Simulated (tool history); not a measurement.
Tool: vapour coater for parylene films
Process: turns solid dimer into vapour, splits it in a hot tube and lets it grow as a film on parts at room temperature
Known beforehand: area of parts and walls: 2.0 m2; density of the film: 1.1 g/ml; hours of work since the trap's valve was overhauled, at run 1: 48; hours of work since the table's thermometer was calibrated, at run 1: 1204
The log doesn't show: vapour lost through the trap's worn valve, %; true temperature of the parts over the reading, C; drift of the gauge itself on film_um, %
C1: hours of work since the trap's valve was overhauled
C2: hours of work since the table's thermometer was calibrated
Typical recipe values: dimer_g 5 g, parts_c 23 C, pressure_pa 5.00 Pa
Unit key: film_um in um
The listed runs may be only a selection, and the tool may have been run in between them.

{"run": 1, "day": 0.0, "dimer_g": 5, "parts_c": 23, "pressure_pa": 5.0, "C1": 48, "C2": 1204, "film_um": 1.07}
{"run": 2, "day": 1.983, "dimer_g": 5, "parts_c": 23, "pressure_pa": 5.54, "C1": 82, "C2": 1238, "film_um": 1.02}
{"run": 3, "day": 4.292, "dimer_g": 5, "parts_c": 23, "pressure_pa": 5.54, "C1": 122, "C2": 1278, "film_um": 0.99}
{"run": 4, "day": 5.8, "dimer_g": 5, "parts_c": 23, "pressure_pa": 10.67, "C1": 148, "C2": 1304, "film_um": 0.86}
{"run": 5, "day": 7.425, "dimer_g": 5, "parts_c": 23, "pressure_pa": 10.67, "C1": 176, "C2": 1332, "film_um": 0.92}
{"run": 6, "day": 8.621, "dimer_g": 5, "parts_c": 23, "pressure_pa": 5.0, "C1": 196, "C2": 1352, "film_um": 1.0}
{"run": 7, "day": 10.562, "dimer_g": 5, "parts_c": 23, "pressure_pa": 5.0, "C1": 230, "C2": 1386, "film_um": 1.01}
{"run": 8, "day": 11.75, "dimer_g": 5, "parts_c": 16, "pressure_pa": 5.0, "C1": 250, "C2": 1406, "film_um": 1.43}
{"day": 11.917, "done": "table's thermometer calibrated"}
{"run": 9, "day": 13.108, "dimer_g": 5, "parts_c": 16, "pressure_pa": 5.0, "C1": 273, "C2": 21, "film_um": 1.49}
{"run": 10, "day": 15.704, "dimer_g": 5, "parts_c": 23, "pressure_pa": 5.0, "C1": 318, "C2": 65, "film_um": 0.99}
{"run": 11, "day": 17.671, "dimer_g": 3, "parts_c": 23, "pressure_pa": 5.0, "C1": 352, "C2": 99, "film_um": 0.63}
{"run": 12, "day": 20.383, "dimer_g": 3, "parts_c": 23, "pressure_pa": 5.0, "C1": 399, "C2": 146, "film_um": 0.6}
{"run": 13, "day": 22.833, "dimer_g": 9, "parts_c": 23, "pressure_pa": 5.0, "C1": 441, "C2": 188, "film_um": 1.81}
{"run": 14, "day": 24.129, "dimer_g": 9, "parts_c": 23, "pressure_pa": 5.0, "C1": 463, "C2": 211, "film_um": 1.75}
{"run": 15, "day": 25.579, "dimer_g": 9, "parts_c": 23, "pressure_pa": 5.0, "C1": 488, "C2": 236, "film_um": 1.8}
{"day": 25.942, "done": "trap's valve overhauled"}
{"run": 16, "day": 27.088, "dimer_g": 5, "parts_c": 27, "pressure_pa": 5.0, "C1": 20, "C2": 259, "film_um": 0.91}
{"run": 17, "day": 28.908, "dimer_g": 5, "parts_c": 23, "pressure_pa": 2.01, "C1": 51, "C2": 290, "film_um": 1.31}
{"run": 18, "day": 31.292, "dimer_g": 3, "parts_c": 17, "pressure_pa": 2.41, "C1": 92, "C2": 331, "film_um": 1.04}
{"run": 19, "day": 32.558, "dimer_g": 2, "parts_c": 23, "pressure_pa": 6.56, "C1": 114, "C2": 353, "film_um": 0.4}
{"run": 20, "day": 35.333, "dimer_g": 2, "parts_c": 23, "pressure_pa": 6.56, "C1": 162, "C2": 401, "film_um": 0.38}
{"run": 21, "day": 37.1, "dimer_g": 3, "parts_c": 20, "pressure_pa": 6.56, "C1": 192, "C2": 431, "film_um": 0.71}
{"run": 22, "day": 39.033, "dimer_g": 3, "parts_c": 20, "pressure_pa": 6.83, "C1": 226, "C2": 465, "film_um": 0.69}
{"run": 23, "day": 41.867, "dimer_g": 5, "parts_c": 32, "pressure_pa": 5.0, "C1": 274, "C2": 513, "film_um": 0.67}
{"run": 24, "day": 44.208, "dimer_g": 3, "parts_c": 27, "pressure_pa": 4.2, "C1": 315, "C2": 554, "film_um": 0.53}
{"run": 25, "day": 46.975, "dimer_g": 5, "parts_c": 23, "pressure_pa": 3.27, "C1": 363, "C2": 601, "film_um": 1.06}
{"run": 26, "day": 48.329, "dimer_g": 5, "parts_c": 29, "pressure_pa": 3.28, "C1": 386, "C2": 625, "film_um": 0.81}
{"run": 27, "day": 50.979, "dimer_g": 4, "parts_c": 25, "pressure_pa": 6.75, "C1": 432, "C2": 670, "film_um": 0.7}
{"run": 28, "day": 53.604, "dimer_g": 2, "parts_c": 34, "pressure_pa": 3.64, "C1": 477, "C2": 716, "film_um": 0.27}
{"day": 54.467, "done": "trap's valve overhauled"}
{"run": 29, "day": 55.212, "dimer_g": 5, "parts_c": 16, "pressure_pa": 6.07, "C1": 13, "C2": 741, "film_um": 1.45}
{"run": 30, "day": 57.979, "dimer_g": 8, "parts_c": 23, "pressure_pa": 3.12, "C1": 61, "C2": 788, "film_um": 1.91}
{"run": 31, "day": 59.483, "dimer_g": 3, "parts_c": 23, "pressure_pa": 2.27, "C1": 86, "C2": 814, "film_um": 0.72}
{"run": 32, "day": 62.129, "dimer_g": 3, "parts_c": 23, "pressure_pa": 2.27, "C1": 132, "C2": 860, "film_um": 0.74}
{"run": 33, "day": 63.583, "dimer_g": 3, "parts_c": 23, "pressure_pa": 2.27, "C1": 157, "C2": 885, "film_um": 0.73}
{"run": 34, "day": 65.646, "dimer_g": 3, "parts_c": 23, "pressure_pa": 11.14, "C1": 193, "C2": 920, "film_um": 0.55}

Subtracting, for every run, the result it would have given without the tool's unlogged condition from the measured result gives the following. The same run-to-run variation enters both numbers; the gauge's scatter may not:
run=1 film_um=-0.07
run=2 film_um=-0.08
run=3 film_um=-0.09
run=4 film_um=-0.09
run=5 film_um=-0.09
run=6 film_um=-0.11
run=7 film_um=-0.12
run=8 film_um=-0.19
run=9 film_um=-0.11
run=10 film_um=-0.10
run=11 film_um=-0.06
run=12 film_um=-0.07
run=13 film_um=-0.25
run=14 film_um=-0.26
run=15 film_um=-0.29
run=16 film_um=-0.02
run=17 film_um=-0.04
run=18 film_um=-0.04
run=19 film_um=-0.02
run=20 film_um=-0.02
run=21 film_um=-0.06
run=22 film_um=-0.06
run=23 film_um=-0.07
run=24 film_um=-0.06
run=25 film_um=-0.16
run=26 film_um=-0.13
run=27 film_um=-0.11
run=28 film_um=-0.04
run=29 film_um=-0.06
run=30 film_um=-0.11
run=31 film_um=-0.05
run=32 film_um=-0.07
run=33 film_um=-0.07
run=34 film_um=-0.05
